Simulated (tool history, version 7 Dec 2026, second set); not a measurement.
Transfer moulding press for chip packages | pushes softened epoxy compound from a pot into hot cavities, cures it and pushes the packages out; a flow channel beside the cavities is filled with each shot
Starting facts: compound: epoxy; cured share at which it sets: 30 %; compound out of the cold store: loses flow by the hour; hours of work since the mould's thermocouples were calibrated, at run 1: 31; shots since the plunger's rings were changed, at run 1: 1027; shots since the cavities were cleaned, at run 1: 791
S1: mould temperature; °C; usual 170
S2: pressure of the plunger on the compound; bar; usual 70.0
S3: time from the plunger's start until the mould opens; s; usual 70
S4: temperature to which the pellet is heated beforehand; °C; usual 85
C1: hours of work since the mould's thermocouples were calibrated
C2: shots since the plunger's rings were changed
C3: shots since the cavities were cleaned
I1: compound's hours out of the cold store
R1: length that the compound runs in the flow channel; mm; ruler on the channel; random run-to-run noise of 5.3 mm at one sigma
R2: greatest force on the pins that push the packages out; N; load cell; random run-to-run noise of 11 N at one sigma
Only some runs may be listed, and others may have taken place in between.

{"run": 1, "hour": 0.0, "S1": 170, "S2": 70.0, "S3": 70, "S4": 85, "C1": 31, "C2": 1027, "C3": 791, "I1": 31.6, "R1": 550, "R2": 940}
{"hour": 15.0, "done": "cavities cleaned with cleaning compound and waxed"}
{"run": 2, "hour": 68.6, "S1": 170, "S2": 70.0, "S3": 70, "S4": 85, "C1": 61, "C2": 1807, "C3": 623, "I1": 21.6, "R1": 548, "R2": 884}
{"hour": 103.0, "done": "cavities cleaned with cleaning compound and waxed"}
{"run": 3, "hour": 118.6, "S1": 170, "S2": 59.8, "S3": 70, "S4": 85, "C1": 83, "C2": 2370, "C3": 181, "I1": 47.9, "R1": 461, "R2": 627}
{"hour": 187.2, "done": "cavities cleaned with cleaning compound and waxed"}
{"run": 4, "hour": 218.6, "S1": 170, "S2": 59.8, "S3": 70, "S4": 85, "C1": 128, "C2": 3515, "C3": 365, "I1": 39.5, "R1": 463, "R2": 713}
{"hour": 274.5, "done": "cavities cleaned with cleaning compound and waxed"}
{"run": 5, "hour": 276.5, "S1": 170, "S2": 59.8, "S3": 70, "S4": 85, "C1": 153, "C2": 4170, "C3": 23, "I1": 29.4, "R1": 466, "R2": 524}
{"run": 6, "hour": 323.5, "S1": 170, "S2": 59.8, "S3": 70, "S4": 85, "C1": 174, "C2": 4716, "C3": 569, "I1": 42.7, "R1": 448, "R2": 831}
{"hour": 354.4, "done": "plunger's sealing rings changed"}
{"hour": 363.7, "done": "cavities cleaned with cleaning compound and waxed"}
{"run": 7, "hour": 410.6, "S1": 170, "S2": 55.3, "S3": 70, "S4": 85, "C1": 212, "C2": 636, "C3": 546, "I1": 22.5, "R1": 496, "R2": 868}
{"hour": 447.9, "done": "cavities cleaned with cleaning compound and waxed"}
{"run": 8, "hour": 457.9, "S1": 170, "S2": 55.3, "S3": 70, "S4": 85, "C1": 233, "C2": 1167, "C3": 116, "I1": 30.1, "R1": 478, "R2": 586}
{"run": 9, "hour": 523.0, "S1": 170, "S2": 55.3, "S3": 70, "S4": 85, "C1": 262, "C2": 1924, "C3": 873, "I1": 33.5, "R1": 467, "R2": 989}

Estimate the outcome of run 10 from the log above:
{"hour": 537.9, "done": "cavities cleaned with cleaning compound and waxed"}
{"run": 10, "hour": 615.8, "S1": 172, "S2": 55.3, "S3": 70, "S4": 85, "C1": 303, "C2": 2985, "C3": 906, "I1": 30.7, "R1": "?", "R2": "?"}

R1: 459 mm
R2: 875 N
If the tool had no hidden condition, the same run with the same run-to-run variation would have returned R1 489 mm, R2 442 N.
